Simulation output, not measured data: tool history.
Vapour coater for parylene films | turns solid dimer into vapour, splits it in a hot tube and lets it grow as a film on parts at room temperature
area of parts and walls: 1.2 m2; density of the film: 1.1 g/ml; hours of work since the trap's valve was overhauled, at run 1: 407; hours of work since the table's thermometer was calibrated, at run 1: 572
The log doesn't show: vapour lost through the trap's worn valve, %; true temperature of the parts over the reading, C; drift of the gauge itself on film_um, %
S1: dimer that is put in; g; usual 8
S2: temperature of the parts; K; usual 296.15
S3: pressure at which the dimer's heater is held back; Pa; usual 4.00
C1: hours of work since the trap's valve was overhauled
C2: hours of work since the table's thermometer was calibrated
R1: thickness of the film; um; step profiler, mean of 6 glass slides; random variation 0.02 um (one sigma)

run	hour	S1	S2	S3	C1	C2	R1
1	0.0	8	296.15	4.00	407	572	3.68
2	46.0	8	296.15	4.00	440	606	3.64
3	78.7	8	296.15	4.00	464	629	3.67
4	129.5	8	296.15	4.00	501	666	3.62
5	173.7	8	295.15	4.00	533	698	3.67
6	205.4	8	295.15	4.00	555	721	3.67
7	267.8	8	296.15	4.00	601	766	3.60
8	318.1	8	296.15	4.00	637	802	3.58
# hour 338.8: trap's valve overhauled
9	379.6	8	296.15	4.00	30	844	3.81
10	423.5	13	296.15	4.00	61	876	6.17
11	488.4	13	296.15	4.00	108	923	6.11
12	553.1	4	296.15	4.00	155	970	1.86
13	617.2	4	296.15	4.00	201	1016	1.86
14	673.2	8	296.15	4.00	242	1057	3.73
15	729.6	8	296.15	4.00	283	1097	3.66
16	776.4	8	296.15	4.69	317	1131	3.62
17	818.8	3	296.15	4.00	347	1162	1.38
18	880.4	3	296.15	4.00	392	1206	1.38
19	906.4	8	296.15	4.00	411	1225	3.65
20	957.4	8	296.15	4.00	448	1262	3.63
21	984.1	8	296.15	4.00	467	1282	3.65
22	1024.1	8	296.15	4.00	496	1310	3.61
23	1062.4	8	296.15	4.00	524	1338	3.61
24	1090.2	8	296.15	4.00	544	1358	3.59
25	1137.4	5	304.15	9.88	578	1392	1.68
26	1175.1	4	296.15	4.00	605	1420	1.80
# hour 1241.4: trap's valve overhauled
27	1243.6	3	293.15	2.25	2	1466	1.63
28	1281.6	3	293.15	2.25	29	1494	1.67
29	1316.4	4	304.15	3.81	54	1519	1.64
30	1359.2	8	296.15	2.90	85	1550	3.95
31	1387.3	14	294.15	2.90	106	1570	7.17
32	1448.6	8	294.15	2.90	150	1615	4.06
33	1503.8	10	296.15	5.87	190	1655	4.37
34	1557.1	8	304.15	2.89	228	1693	3.39
35	1604.6	8	304.15	2.62	263	1728	3.41
36	1662.0	6	297.15	4.00	304	1769	2.69
37	1713.0	4	296.15	4.00	341	1806	1.83
38	1776.0	8	296.15	3.79	387	1852	3.71
39	1837.8	8	296.15	3.79	432	1896	3.65
40	1892.4	8	290.15	6.27	471	1936	3.78
41	1939.2	8	308.15	11.30	505	1970	2.43
42	1980.4	9	297.15	5.40	535	2000	3.79
43	2009.8	7	294.15	2.58	556	2021	3.48
44	2068.1	8	296.15	7.23	598	2063	3.25
45	2114.7	8	296.15	7.23	632	2097	3.24
# hour 2142.9: trap's valve overhauled
46	2145.5	9	296.15	5.01	2	2116	4.05
47	2185.2	9	296.15	5.01	31	2145	4.05

Measured less the same run without the tool's hidden state. The same run-to-run variation is in both; the gauge's scatter may not be:
run	R1
1	-0.18
2	-0.19
3	-0.20
4	-0.22
5	-0.23
6	-0.24
7	-0.25
8	-0.27
9	-0.05
10	-0.10
11	-0.12
12	-0.05
13	-0.05
14	-0.13
15	-0.14
16	-0.15
17	-0.06
18	-0.06
19	-0.19
20	-0.20
21	-0.21
22	-0.22
23	-0.23
24	-0.24
25	-0.12
26	-0.13
27	-0.03
28	-0.04
29	-0.03
30	-0.10
31	-0.19
32	-0.12
33	-0.15
34	-0.14
35	-0.15
36	-0.13
37	-0.10
38	-0.20
39	-0.22
40	-0.24
41	-0.16
42	-0.28
43	-0.25
44	-0.26
45	-0.27
46	-0.12
47	-0.14
